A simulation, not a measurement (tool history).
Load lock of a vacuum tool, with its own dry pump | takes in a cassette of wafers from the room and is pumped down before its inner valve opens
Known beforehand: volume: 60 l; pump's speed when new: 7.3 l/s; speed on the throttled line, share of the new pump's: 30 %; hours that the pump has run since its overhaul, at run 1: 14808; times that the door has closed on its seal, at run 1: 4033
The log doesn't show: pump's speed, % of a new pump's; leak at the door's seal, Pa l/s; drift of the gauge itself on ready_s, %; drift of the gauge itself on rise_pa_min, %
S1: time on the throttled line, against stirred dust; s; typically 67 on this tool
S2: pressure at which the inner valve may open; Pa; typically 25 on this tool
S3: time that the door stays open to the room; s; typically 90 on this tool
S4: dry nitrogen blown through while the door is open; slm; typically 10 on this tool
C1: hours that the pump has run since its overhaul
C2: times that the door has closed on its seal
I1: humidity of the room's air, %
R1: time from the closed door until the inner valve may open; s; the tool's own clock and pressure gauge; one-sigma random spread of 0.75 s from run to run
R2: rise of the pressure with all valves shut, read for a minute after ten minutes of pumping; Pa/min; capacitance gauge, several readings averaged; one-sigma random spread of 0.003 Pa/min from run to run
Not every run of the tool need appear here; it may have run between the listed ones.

run	hour	S1	S2	S3	S4	C1	C2	I1	R1	R2
1	0	67	25	90	10	14808	4033	43.1	123	0.043
2	341.6	67	25	90	31	15150	5147	44.9	122.5	0.038
3	829.3	67	25	90	31	15638	6738	46.3	122.7	0.043
4	1225.3	67	25	90	31	16034	8030	46.1	124.4	0.047
5	1489.2	67	25	90	31	16298	8891	43.5	123.3	0.053
6	1845.4	67	25	90	31	16654	10053	47	124.3	0.066
7	2382.8	67	25	90	31	17191	11807	44.5	124.2	0.073
8	2838.9	67	25	90	31	17647	13294	46.4	124.3	0.079
9	3335.8	67	25	90	31	18144	14915	42.6	124	0.087
10	3747.3	67	25	90	31	18556	16258	47.5	122.8	0.102
11	4232.7	67	25	90	10	19041	17842	44.3	125.1	0.118
12	4550.9	67	25	90	10	19359	18879	43.8	126.2	0.132
13	4927.3	67	25	90	10	19736	20108	43.5	125.4	0.133
14	5272.7	65	24	43	9	20081	21234	41.2	125.7	0.131
15	5606.5	79	25	77	15	20415	22323	47.8	132.8	0.154
16	5878.9	61	25	91	25	20687	23212	47.6	123.2	0.159
17	6285.5	61	23	91	9	21094	24538	45.7	123.7	0.182
18	6635.8	61	23	91	9	21444	25681	44.8	123	0.185
19	6903.1	67	25	90	27	21712	26553	49	127	0.18
20	7354.2	70	18	90	18	22163	28025	45.7	131.6	0.202
21	7648.1	70	18	90	18	22456	28984	45.5	131.3	0.21
# hour 7867: dry pump taken out, an overhauled one fitted
22	8064.8	70	18	90	18	198	30324	45	121.6	0.222
23	8508.9	53	28	90	5	642	31772	41.3	104.9	0.246
24	8756.8	67	25	136	17	890	32581	46.5	115	0.253

3 options for the next run, each taken on its own from the tool as it stands now. Forecast them:
A	9305.7	57	24	90	10	1439	34372	45.2	?	?
B	9305.7	102	19	46	10	1439	34372	43.9	?	?
C	9305.7	62	28	96	17	1439	34372	46.3	?	?

run	R1	R2
A	108.7	0.27
B	143.8	0.255
C	111.4	0.271
Take away the tool's hidden state, keep each run's random variation, and the runs would have read:
run	R1	R2
A	107.2	0.027
B	142.6	0.014
C	110	0.028
